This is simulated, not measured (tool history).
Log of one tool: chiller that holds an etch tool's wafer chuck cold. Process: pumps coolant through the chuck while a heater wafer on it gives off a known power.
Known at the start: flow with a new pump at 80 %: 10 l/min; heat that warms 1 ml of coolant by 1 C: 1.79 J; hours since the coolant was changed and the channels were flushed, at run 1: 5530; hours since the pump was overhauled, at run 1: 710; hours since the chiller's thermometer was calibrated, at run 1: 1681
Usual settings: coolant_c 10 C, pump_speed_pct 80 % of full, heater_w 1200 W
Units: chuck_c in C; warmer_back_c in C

| run | day | coolant_c | pump_speed_pct | heater_w | hours since the coolant was changed and the channels were flushed | hours since the pump was overhauled | hours since the chiller's thermometer was calibrated | chuck_c | warmer_back_c |
|---|---|---|---|---|---|---|---|---|---|
| 1 | 0 | 10 | 80 | 1200 | 5530 | 710 | 1681 | 24.9 | 4.03 |
| 2 | 1.292 | 10 | 80 | 1200 | 5561 | 741 | 1712 | 25 | 4.02 |
| 3 | 2.325 | 10 | 80 | 1219 | 5585 | 766 | 1736 | 24.9 | 4.12 |
| 4 | 3.95 | 10 | 88 | 1200 | 5624 | 805 | 1775 | 24.1 | 3.66 |
| 5 | 4.792 | 10 | 90 | 1200 | 5645 | 825 | 1796 | 24 | 3.61 |
| 6 | 6.108 | 10 | 80 | 1200 | 5676 | 857 | 1827 | 24.9 | 4 |
| 7 | 7.346 | 10 | 80 | 1200 | 5706 | 887 | 1857 | 25 | 3.96 |
| 8 | 8.821 | 10 | 80 | 1200 | 5741 | 922 | 1892 | 24.9 | 4.04 |
| 9 | 9.95 | 10 | 80 | 1200 | 5768 | 949 | 1919 | 25 | 4.02 |
| 10 | 11.1 | 1 | 81 | 1200 | 5796 | 977 | 1947 | 15.7 | 3.97 |
| 11 | 12.192 | 13 | 60 | 665 | 5822 | 1003 | 1973 | 22.7 | 2.91 |
| 12 | 13.933 | 6 | 73 | 1200 | 5864 | 1045 | 2015 | 21.8 | 4.4 |

3 ways to go on from here, each from the tool as it stands after run 12. What would each give?
| A | 15.583 | 12 | 87 | 860 | 5904 | 1084 | 2055 | ? | ? |
| B | 15.583 | 14 | 97 | 948 | 5904 | 1084 | 2055 | ? | ? |
| C | 15.583 | 5 | 73 | 673 | 5904 | 1084 | 2055 | ? | ? |

| run | chuck_c | warmer_back_c |
|---|---|---|
| A | 22.3 | 2.69 |
| B | 24.6 | 2.64 |
| C | 13.8 | 2.49 |
Without the tool's hidden state the same runs would have given:
| run | chuck_c | warmer_back_c |
|---|---|---|
| A | 22.3 | 2.69 |
| B | 24.6 | 2.64 |
| C | 13.8 | 2.49 |
